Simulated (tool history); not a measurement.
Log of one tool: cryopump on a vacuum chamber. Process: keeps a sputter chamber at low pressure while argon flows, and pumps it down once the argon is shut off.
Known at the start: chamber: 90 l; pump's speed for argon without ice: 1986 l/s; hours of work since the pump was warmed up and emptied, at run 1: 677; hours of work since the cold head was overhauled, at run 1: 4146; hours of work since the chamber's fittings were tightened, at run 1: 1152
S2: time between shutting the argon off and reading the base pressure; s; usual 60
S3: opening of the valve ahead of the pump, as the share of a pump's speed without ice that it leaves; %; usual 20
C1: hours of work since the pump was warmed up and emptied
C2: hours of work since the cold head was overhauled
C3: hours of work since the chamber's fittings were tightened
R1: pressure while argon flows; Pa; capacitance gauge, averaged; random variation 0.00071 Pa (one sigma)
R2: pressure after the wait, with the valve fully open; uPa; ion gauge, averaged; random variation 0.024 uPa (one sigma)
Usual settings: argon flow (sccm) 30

run 1 hour=0 | argon_flow_(sccm)=30 S2=60 S3=20 | C1=677 C2=4146 C3=1152 | R1=0.1334 R2=2.87
run 2 hour=130 | argon_flow_(sccm)=30 S2=60 S3=20 | C1=786 C2=4254 C3=1260 | R1=0.1343 R2=3.2
run 3 hour=237.1 | argon_flow_(sccm)=30 S2=60 S3=20 | C1=875 C2=4344 C3=1350 | R1=0.1351 R2=3.46
run 4 hour=312.3 | argon_flow_(sccm)=30 S2=60 S3=20 | C1=938 C2=4407 C3=1413 | R1=0.138 R2=3.51
-- hour=338.9 leaking fittings of the chamber tightened, without venting
run 5 hour=433.8 | argon_flow_(sccm)=30 S2=60 S3=20 | C1=1038 C2=4507 C3=79 | R1=0.1392 R2=1.08
-- hour=505.1 pump warmed up, emptied and cooled again
run 6 hour=557.5 | argon_flow_(sccm)=30 S2=60 S3=20 | C1=44 C2=4606 C3=179 | R1=0.1288 R2=1.11
run 7 hour=670.7 | argon_flow_(sccm)=30 S2=60 S3=20 | C1=138 C2=4701 C3=273 | R1=0.1301 R2=1.28
run 8 hour=796.5 | argon_flow_(sccm)=30 S2=60 S3=20 | C1=244 C2=4806 C3=378 | R1=0.1305 R2=1.47
run 9 hour=916.5 | argon_flow_(sccm)=30 S2=60 S3=20 | C1=344 C2=4906 C3=479 | R1=0.1309 R2=1.66
run 10 hour=1026.8 | argon_flow_(sccm)=30 S2=60 S3=20 | C1=436 C2=4998 C3=571 | R1=0.1319 R2=1.82
run 11 hour=1115.4 | argon_flow_(sccm)=30 S2=60 S3=20 | C1=510 C2=5072 C3=645 | R1=0.1327 R2=1.98
run 12 hour=1234.5 | argon_flow_(sccm)=30 S2=60 S3=20 | C1=610 C2=5172 C3=745 | R1=0.1333 R2=2.25
run 13 hour=1352.3 | argon_flow_(sccm)=30 S2=60 S3=20 | C1=708 C2=5270 C3=843 | R1=0.1349 R2=2.48
run 14 hour=1454.8 | argon_flow_(sccm)=30 S2=60 S3=20 | C1=794 C2=5356 C3=929 | R1=0.136 R2=2.71
run 15 hour=1537.5 | argon_flow_(sccm)=30 S2=147 S3=20 | C1=863 C2=5425 C3=998 | R1=0.1372 R2=2.39
run 16 hour=1619.2 | argon_flow_(sccm)=30 S2=60 S3=20 | C1=932 C2=5494 C3=1066 | R1=0.1377 R2=2.95
run 17 hour=1684.6 | argon_flow_(sccm)=30 S2=60 S3=20 | C1=986 C2=5548 C3=1121 | R1=0.1379 R2=3.11
run 18 hour=1749.1 | argon_flow_(sccm)=27 S2=70 S3=20 | C1=1040 C2=5602 C3=1175 | R1=0.1239 R2=3.19
-- hour=1811.2 pump warmed up, emptied and cooled again
run 19 hour=1866.3 | argon_flow_(sccm)=18 S2=92 S3=33 | C1=46 C2=5696 C3=1269 | R1=0.0478 R2=2.56
run 20 hour=1946.7 | argon_flow_(sccm)=18 S2=92 S3=33 | C1=113 C2=5763 C3=1336 | R1=0.0473 R2=2.67
-- hour=2066.9 leaking fittings of the chamber tightened, without venting
run 21 hour=2066.9 | argon_flow_(sccm)=18 S2=92 S3=33 | C1=212 C2=5862 C3=0 | R1=0.0488 R2=0.65
run 22 hour=2147.5 | argon_flow_(sccm)=50 S2=161 S3=27 | C1=280 C2=5930 C3=67 | R1=0.1642 R2=0.58
run 23 hour=2244.6 | argon_flow_(sccm)=19 S2=47 S3=20 | C1=361 C2=6011 C3=149 | R1=0.0844 R2=1.39
run 24 hour=2310.7 | argon_flow_(sccm)=30 S2=60 S3=25 | C1=416 C2=6066 C3=204 | R1=0.1075 R2=1.3
run 25 hour=2401.4 | argon_flow_(sccm)=28 S2=270 S3=20 | C1=492 C2=6142 C3=280 | R1=0.1249 R2=0.88
run 26 hour=2481.2 | argon_flow_(sccm)=28 S2=270 S3=20 | C1=559 C2=6209 C3=346 | R1=0.1257 R2=1.02
run 27 hour=2598.3 | argon_flow_(sccm)=32 S2=38 S3=20 | C1=656 C2=6307 C3=444 | R1=0.1443 R2=2.1
run 28 hour=2660.1 | argon_flow_(sccm)=36 S2=60 S3=27 | C1=708 C2=6358 C3=496 | R1=0.1244 R2=1.89
run 29 hour=2785 | argon_flow_(sccm)=37 S2=102 S3=52 | C1=813 C2=6463 C3=601 | R1=0.0718 R2=1.83
run 30 hour=2874.7 | argon_flow_(sccm)=31 S2=85 S3=52 | C1=888 C2=6538 C3=676 | R1=0.0615 R2=2.08
run 31 hour=2947.1 | argon_flow_(sccm)=31 S2=85 S3=52 | C1=948 C2=6598 C3=736 | R1=0.0632 R2=2.26
run 32 hour=3042.3 | argon_flow_(sccm)=31 S2=85 S3=52 | C1=1028 C2=6678 C3=816 | R1=0.0645 R2=2.45
-- hour=3117.1 pump warmed up, emptied and cooled again
run 33 hour=3117.1 | argon_flow_(sccm)=30 S2=60 S3=17 | C1=0 C2=6736 C3=874 | R1=0.1521 R2=2.23

Hidden state at the last listed run before each entry between runs and at the first one after, where it differs:
Between runs 4 and 5: leaking fittings of the chamber tightened, without venting (hour 338.9)
  pump's speed, % of a pump's without ice: 75 -> 72.3; cold plate's temperature, K: 13.95 -> 13.99; leak into the chamber, uPa l/s: 4280 -> 549
  measured less the result without the state, R1: +0.01 -> +0.0112 Pa; R2: +2.72 -> +0.25 uPa
Between runs 5 and 6: pump warmed up, emptied and cooled again (hour 505.1)
  pump's speed, % of a pump's without ice: 72.3 -> 98.8; cold plate's temperature, K: 13.99 -> 14.03; leak into the chamber, uPa l/s: 549 -> 831
  measured less the result without the state, R1: +0.0112 -> +0.0014 Pa; R2: +0.25 -> +0.29 uPa
Between runs 18 and 19: pump warmed up, emptied and cooled again (hour 1811.2)
  pump's speed, % of a pump's without ice: 73.2 -> 98; cold plate's temperature, K: 14.44 -> 14.48; leak into the chamber, uPa l/s: 3619 -> 3880
  measured less the result without the state, R1: +0.01 -> +0.0011 Pa; R2: +2.46 -> +1.94 uPa
Between runs 20 and 21: leaking fittings of the chamber tightened, without venting (hour 2066.9)
  pump's speed, % of a pump's without ice: 96.1 -> 93.5; cold plate's temperature, K: 14.51 -> 14.55; leak into the chamber, uPa l/s: 4055 -> 399
  measured less the result without the state, R1: +0.0015 -> +0.0019 Pa; R2: +2.07 -> +0.07 uPa
Between runs 32 and 33: pump warmed up, emptied and cooled again (hour 3117.1)
  pump's speed, % of a pump's without ice: 71.3 -> 99.5; cold plate's temperature, K: 14.88 -> 14.9; leak into the chamber, uPa l/s: 2663 -> 2831
  measured less the result without the state, R1: +0.0129 -> +0.0017 Pa; R2: +1.81 -> +1.37 uPa
